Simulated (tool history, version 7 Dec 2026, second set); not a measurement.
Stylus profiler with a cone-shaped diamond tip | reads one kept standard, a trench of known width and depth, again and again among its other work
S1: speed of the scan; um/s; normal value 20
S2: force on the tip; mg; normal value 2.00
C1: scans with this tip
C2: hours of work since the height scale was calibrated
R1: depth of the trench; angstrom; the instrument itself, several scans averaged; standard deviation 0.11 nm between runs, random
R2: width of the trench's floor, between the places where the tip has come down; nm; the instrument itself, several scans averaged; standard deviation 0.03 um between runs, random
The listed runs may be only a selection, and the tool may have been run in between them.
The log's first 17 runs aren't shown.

Run 18, hour 1086.9: usual settings but S2 4.26 mg; C1 24622; C2 1644. Result: R1 2023.1 angstrom, R2 47770 nm.
Run 19, hour 1152.8: usual settings but S2 1.56 mg; C1 25357; C2 1693. Result: R1 2016.6 angstrom, R2 47690 nm.
Run 20, hour 1216.1: usual settings but S2 1.56 mg; C1 26063; C2 1740. Result: R1 2014.6 angstrom, R2 47690 nm.
Run 21, hour 1262.1: usual settings but S2 1.56 mg; C1 26576; C2 1775. Result: R1 2015.2 angstrom, R2 47670 nm.
Run 22, hour 1301.4: usual settings but S2 1.56 mg; C1 27013; C2 1804. Result: R1 2014.4 angstrom, R2 47640 nm.
Run 23, hour 1374.0: usual settings but S1 15 um/s, S2 3.75 mg; C1 27823; C2 1858. Result: R1 2023.3 angstrom, R2 47690 nm.
Run 24, hour 1459.8: usual settings but S1 12 um/s, S2 5.65 mg; C1 28780; C2 1922. Result: R1 2026.9 angstrom, R2 47710 nm.
Run 25, hour 1511.4: usual settings but S1 7 um/s, S2 2.96 mg; C1 29356; C2 1960. Result: R1 2021.2 angstrom, R2 47720 nm.
Run 26, hour 1551.8: usual settings but S1 7 um/s, S2 2.96 mg; C1 29807; C2 1990. Result: R1 2020.5 angstrom, R2 47660 nm.
Run 27, hour 1638.9: usual settings but S1 7 um/s, S2 2.96 mg; C1 30778; C2 2055. Result: R1 2019.4 angstrom, R2 47690 nm.
Run 28, hour 1675.4: usual settings but S1 13 um/s, S2 0.83 mg; C1 31185; C2 2082. Result: R1 2013.9 angstrom, R2 47590 nm.
Run 29, hour 1765.2: usual settings but S1 6 um/s, S2 5.92 mg; C1 32186; C2 2149. Result: R1 2028.8 angstrom, R2 47630 nm.
Run 30, hour 1843.3: usual settings but S1 23 um/s, S2 1.07 mg; C1 33058; C2 2207. Result: R1 2014.4 angstrom, R2 47590 nm.
Run 31, hour 1928.2: usual settings but S1 21 um/s, S2 3.84 mg; C1 34005; C2 2271. Result: R1 2026.0 angstrom, R2 47610 nm.
At hour 1951.8: new tip fitted, height scale calibrated.
Run 32, hour 2007.0: usual settings but S1 7 um/s; C1 615; C2 41. Result: R1 2010.3 angstrom, R2 48220 nm.
Run 33, hour 2061.8: usual settings but S1 7 um/s, S2 2.16 mg; C1 1226; C2 82. Result: R1 2010.8 angstrom, R2 48170 nm.
Run 34, hour 2124.0: usual settings but S1 11 um/s, S2 1.82 mg; C1 1920; C2 128. Result: R1 2010.4 angstrom, R2 48200 nm.
Run 35, hour 2200.9: usual settings but S1 29 um/s, S2 2.64 mg; C1 2778; C2 186. Result: R1 2015.2 angstrom, R2 48100 nm.
Run 36, hour 2239.6: usual settings but S1 29 um/s, S2 2.64 mg; C1 3209; C2 214. Result: R1 2011.4 angstrom, R2 48040 nm.
Run 37, hour 2279.0: usual settings but S1 29 um/s, S2 2.64 mg; C1 3649; C2 244. Result: R1 2014.2 angstrom, R2 48050 nm.
Run 38, hour 2320.4: usual settings but S1 13 um/s, S2 4.14 mg; C1 4110; C2 274. Result: R1 2015.1 angstrom, R2 48110 nm.
Run 39, hour 2368.8: usual settings but S1 9 um/s, S2 1.34 mg; C1 4651; C2 311. Result: R1 2009.3 angstrom, R2 48140 nm.
Run 40, hour 2432.5: usual settings but S1 5 um/s, S2 0.91 mg; C1 5361; C2 358. Result: R1 2007.5 angstrom, R2 48160 nm.
Run 41, hour 2474.6: usual settings but S2 0.93 mg; C1 5830; C2 389. Result: R1 2006.5 angstrom, R2 48040 nm.

Branching from run 41: 5 alternative next runs. What would each branch give?
Run A, hour 2541.2: usual settings but S1 7 um/s, S2 3.96 mg; C1 6573; C2 439. Result: R1 ?, R2 ?.
Run B, hour 2541.2: usual settings but S1 18 um/s, S2 4.10 mg; C1 6573; C2 439. Result: R1 ?, R2 ?.
Run C, hour 2541.2: usual settings but S1 58 um/s, S2 4.55 mg; C1 6573; C2 439. Result: R1 ?, R2 ?.
Run D, hour 2541.2: usual settings but S1 52 um/s, S2 0.93 mg; C1 6573; C2 439. Result: R1 ?, R2 ?.
Run E, hour 2541.2: usual settings but S1 12 um/s, S2 0.70 mg; C1 6573; C2 439. Result: R1 ?, R2 ?.

run      R1     R2
  A  2015.0  48120
  B  2018.1  48060
  C  2018.5  47960
  D  2006.5  47830
  E  2005.8  48090
Stripped of hidden state, with their random variation kept, the same runs would have yielded:
run      R1     R2
  A  2013.0  48230
  B  2016.1  48170
  C  2016.6  48070
  D  2004.5  47940
  E  2003.8  48200

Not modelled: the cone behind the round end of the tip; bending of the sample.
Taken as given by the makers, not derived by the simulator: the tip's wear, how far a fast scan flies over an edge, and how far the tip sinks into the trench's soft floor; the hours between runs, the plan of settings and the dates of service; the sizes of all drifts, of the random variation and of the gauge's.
